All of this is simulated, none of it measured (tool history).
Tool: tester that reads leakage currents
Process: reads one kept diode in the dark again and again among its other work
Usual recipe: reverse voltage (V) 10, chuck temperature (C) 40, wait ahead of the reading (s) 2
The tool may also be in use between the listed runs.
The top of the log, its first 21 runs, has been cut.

run	hour	reverse voltage (V)	chuck temperature (C)	wait ahead of the reading (s)	hours of work since the probe card was cleaned	hours of work since the tester was calibrated	hours of work since the chuck was calibrated	current that the tester gives (pA)
22	611.3	15.2	34	2.27	291	931	996	133.54
23	644.4	1.1	40	0.43	311	950	1015	83.19
24	680	1.1	40	0.43	332	971	1036	83.01
25	716.3	10.1	57	2	353	992	1057	732.29
26	742.4	10.1	55	0.34	368	1007	1072	633.35
# hour 760.5: chuck's temperature calibrated
27	761.1	7.1	24	5.43	378	1017	0	46.18
28	778.5	9.9	54	1.89	388	1027	11	631.66
29	795.4	9.9	54	1.89	398	1037	20	629.65
30	826.9	5.7	54	1.89	416	1056	39	515.29
31	855.8	10	23	7.71	433	1073	56	48.93
32	879	10	23	7.71	447	1086	69	48.83
33	896.5	10	42	7.71	457	1097	80	243.44
34	921.5	10	42	7.71	472	1111	94	242.89
35	940.6	10	42	7.71	483	1122	106	242.32
36	971.2	15.3	53	0.67	501	1140	123	681.75
37	997.1	15.3	53	0.67	516	1155	139	687.51
38	1035	1.3	38	0.58	538	1178	161	80.88
39	1069.8	10	40	2.41	559	1198	181	205.63
40	1108.8	10	35	5.54	582	1221	204	135.36

Consider 3 possible next runs. They are alternatives, not a sequence: every one starts from the tool as it was left by run 40. What does each give?
A	1146.5	7	35	1.36	604	1243	226	?
B	1146.5	10	54	4.79	604	1243	226	?
C	1146.5	10	35	0.3	604	1243	226	?

run	current that the tester gives (pA)
A	118.28
B	624.04
C	141.08
Stripped of hidden state, with their random variation kept, the same runs would have yielded:
run	current that the tester gives (pA)
A	117.02
B	632.66
C	138.36

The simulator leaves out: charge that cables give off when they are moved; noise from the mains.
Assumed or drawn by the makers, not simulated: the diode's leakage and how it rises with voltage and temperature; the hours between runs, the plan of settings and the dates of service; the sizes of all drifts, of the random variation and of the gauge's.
